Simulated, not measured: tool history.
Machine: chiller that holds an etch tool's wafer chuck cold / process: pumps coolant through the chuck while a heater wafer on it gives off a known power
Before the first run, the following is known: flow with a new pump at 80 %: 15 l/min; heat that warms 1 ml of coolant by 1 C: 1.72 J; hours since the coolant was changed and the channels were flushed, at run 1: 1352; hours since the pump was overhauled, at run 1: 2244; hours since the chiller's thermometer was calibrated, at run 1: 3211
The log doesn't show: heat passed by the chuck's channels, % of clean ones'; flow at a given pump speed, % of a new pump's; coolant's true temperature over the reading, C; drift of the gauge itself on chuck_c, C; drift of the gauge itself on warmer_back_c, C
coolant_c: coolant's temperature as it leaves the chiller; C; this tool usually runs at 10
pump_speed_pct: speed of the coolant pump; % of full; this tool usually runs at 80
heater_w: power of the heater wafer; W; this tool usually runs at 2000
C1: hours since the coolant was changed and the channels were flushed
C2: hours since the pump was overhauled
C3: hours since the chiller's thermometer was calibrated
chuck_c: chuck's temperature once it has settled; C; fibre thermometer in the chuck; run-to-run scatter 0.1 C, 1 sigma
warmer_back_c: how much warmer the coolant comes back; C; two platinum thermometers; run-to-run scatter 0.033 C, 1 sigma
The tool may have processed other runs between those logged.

run 1 day=0 | coolant_c=10 pump_speed_pct=80 heater_w=2000 | C1=1352 C2=2244 C3=3211 | chuck_c=27.3 warmer_back_c=4.78
run 2 day=1.288 | coolant_c=10 pump_speed_pct=80 heater_w=2000 | C1=1383 C2=2275 C3=3242 | chuck_c=27.3 warmer_back_c=4.78
run 3 day=2.596 | coolant_c=10 pump_speed_pct=80 heater_w=2000 | C1=1415 C2=2307 C3=3273 | chuck_c=27.2 warmer_back_c=4.81
run 4 day=4.167 | coolant_c=10 pump_speed_pct=80 heater_w=1217 | C1=1452 C2=2344 C3=3311 | chuck_c=20.9 warmer_back_c=2.95
run 5 day=5.671 | coolant_c=10 pump_speed_pct=80 heater_w=1217 | C1=1489 C2=2380 C3=3347 | chuck_c=20.8 warmer_back_c=3.03
run 6 day=6.896 | coolant_c=10 pump_speed_pct=80 heater_w=1217 | C1=1518 C2=2410 C3=3376 | chuck_c=20.8 warmer_back_c=2.93
run 7 day=7.888 | coolant_c=10 pump_speed_pct=80 heater_w=1217 | C1=1542 C2=2434 C3=3400 | chuck_c=20.8 warmer_back_c=2.9
run 8 day=8.967 | coolant_c=6 pump_speed_pct=91 heater_w=2000 | C1=1568 C2=2460 C3=3426 | chuck_c=22.1 warmer_back_c=4.2
run 9 day=11.279 | coolant_c=6 pump_speed_pct=91 heater_w=2000 | C1=1623 C2=2515 C3=3481 | chuck_c=22.2 warmer_back_c=4.19
run 10 day=12.933 | coolant_c=6 pump_speed_pct=91 heater_w=2000 | C1=1663 C2=2555 C3=3521 | chuck_c=22.2 warmer_back_c=4.19
run 11 day=14.175 | coolant_c=16 pump_speed_pct=72 heater_w=2000 | C1=1693 C2=2585 C3=3551 | chuck_c=34.7 warmer_back_c=5.39
run 12 day=15.292 | coolant_c=8 pump_speed_pct=94 heater_w=2000 | C1=1719 C2=2611 C3=3578 | chuck_c=23.7 warmer_back_c=4.12
run 13 day=16.754 | coolant_c=16 pump_speed_pct=66 heater_w=1487 | C1=1754 C2=2646 C3=3613 | chuck_c=31 warmer_back_c=4.4
run 14 day=17.967 | coolant_c=14 pump_speed_pct=66 heater_w=1275 | C1=1784 C2=2676 C3=3642 | chuck_c=26.9 warmer_back_c=3.85

For each run, the measured value with the value that run would have given without the tool's hidden condition subtracted. The run-to-run variation is shared by both, the gauge scatter possibly not:
run=1 chuck_c=+1.4 warmer_back_c=+0.15
run=2 chuck_c=+1.3 warmer_back_c=+0.16
run=3 chuck_c=+1.4 warmer_back_c=+0.17
run=4 chuck_c=+1 warmer_back_c=+0.1
run=5 chuck_c=+1 warmer_back_c=+0.11
run=6 chuck_c=+1.1 warmer_back_c=+0.1
run=7 chuck_c=+1.1 warmer_back_c=+0.11
run=8 chuck_c=+1.4 warmer_back_c=+0.15
run=9 chuck_c=+1.4 warmer_back_c=+0.16
run=10 chuck_c=+1.5 warmer_back_c=+0.16
run=11 chuck_c=+1.6 warmer_back_c=+0.21
run=12 chuck_c=+1.4 warmer_back_c=+0.15
run=13 chuck_c=+1.4 warmer_back_c=+0.17
run=14 chuck_c=+1.3 warmer_back_c=+0.14
